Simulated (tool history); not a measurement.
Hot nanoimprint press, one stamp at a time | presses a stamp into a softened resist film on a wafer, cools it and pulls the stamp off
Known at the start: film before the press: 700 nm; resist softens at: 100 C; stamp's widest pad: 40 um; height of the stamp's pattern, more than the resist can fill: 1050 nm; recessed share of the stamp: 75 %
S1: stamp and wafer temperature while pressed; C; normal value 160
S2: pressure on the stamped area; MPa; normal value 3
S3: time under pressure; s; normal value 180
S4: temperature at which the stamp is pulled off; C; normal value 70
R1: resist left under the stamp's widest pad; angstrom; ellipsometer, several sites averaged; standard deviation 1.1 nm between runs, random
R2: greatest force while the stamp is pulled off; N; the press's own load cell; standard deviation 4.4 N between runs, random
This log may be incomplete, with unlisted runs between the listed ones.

run 1 hour=0 | S1=160 S2=3 S3=180 S4=70 | R1=3664 R2=244
run 2 hour=81.1 | S1=160 S2=3 S3=180 S4=70 | R1=3671 R2=279
run 3 hour=181.1 | S1=160 S2=3 S3=180 S4=70 | R1=3711 R2=291
run 4 hour=229.2 | S1=160 S2=3 S3=180 S4=70 | R1=3715 R2=322
-- hour=299.3 plate thermocouple calibrated
run 5 hour=306.6 | S1=162 S2=3 S3=180 S4=70 | R1=3403 R2=338
-- hour=356.5 press's hydraulic seals changed and the load cell set to zero
run 6 hour=376.1 | S1=162 S2=3 S3=180 S4=70 | R1=3301 R2=352
-- hour=419.6 stamp cleaned and given a new release coat
run 7 hour=465.2 | S1=160 S2=3.25 S3=180 S4=70 | R1=3402 R2=229
run 8 hour=545 | S1=160 S2=3.25 S3=180 S4=70 | R1=3406 R2=248
run 9 hour=619 | S1=156 S2=3 S3=180 S4=70 | R1=3991 R2=278
run 10 hour=667.7 | S1=156 S2=3 S3=180 S4=70 | R1=4013 R2=284
run 11 hour=756.8 | S1=156 S2=3 S3=180 S4=70 | R1=4030 R2=320
run 12 hour=811.2 | S1=149 S2=2.59 S3=180 S4=74 | R1=5067 R2=318
run 13 hour=892.2 | S1=149 S2=4.73 S3=219 S4=74 | R1=4017 R2=341
-- hour=929 stamp cleaned and given a new release coat
-- hour=969.3 plate thermocouple calibrated
run 14 hour=989.7 | S1=166 S2=3 S3=180 S4=70 | R1=2957 R2=234
run 15 hour=1071.2 | S1=166 S2=3 S3=180 S4=70 | R1=2963 R2=261
run 16 hour=1145.2 | S1=166 S2=3 S3=180 S4=70 | R1=2982 R2=276
run 17 hour=1234.8 | S1=160 S2=4.46 S3=180 S4=65 | R1=3078 R2=330
run 18 hour=1290.1 | S1=160 S2=3 S3=91 S4=71 | R1=4511 R2=320
run 19 hour=1361.4 | S1=160 S2=4.57 S3=335 S4=74 | R1=2388 R2=335
run 20 hour=1404.7 | S1=160 S2=4.57 S3=335 S4=74 | R1=2404 R2=359
-- hour=1442.2 stamp cleaned and given a new release coat
run 21 hour=1497.2 | S1=159 S2=4.24 S3=108 S4=57 | R1=3975 R2=267

Each row is a separate what-if for the run after 21, all from the same tool condition, not one after another. Results?
run A hour=1553.5 | S1=168 S2=3.91 S3=180 S4=66 | R1=? R2=?
run B hour=1553.5 | S1=152 S2=2.07 S3=108 S4=62 | R1=? R2=?
run C hour=1553.5 | S1=160 S2=3 S3=298 S4=72 | R1=? R2=?
run D hour=1553.5 | S1=159 S2=2.02 S3=108 S4=77 | R1=? R2=?

run=A R1=2549 R2=264
run=B R1=5665 R2=260
run=C R1=3056 R2=238
run=D R1=4978 R2=222
Had the tool no hidden state, the same runs would have come out as:
run=A R1=2398 R2=228
run=B R1=5550 R2=225
run=C R1=2902 R2=205
run=D R1=4846 R2=191
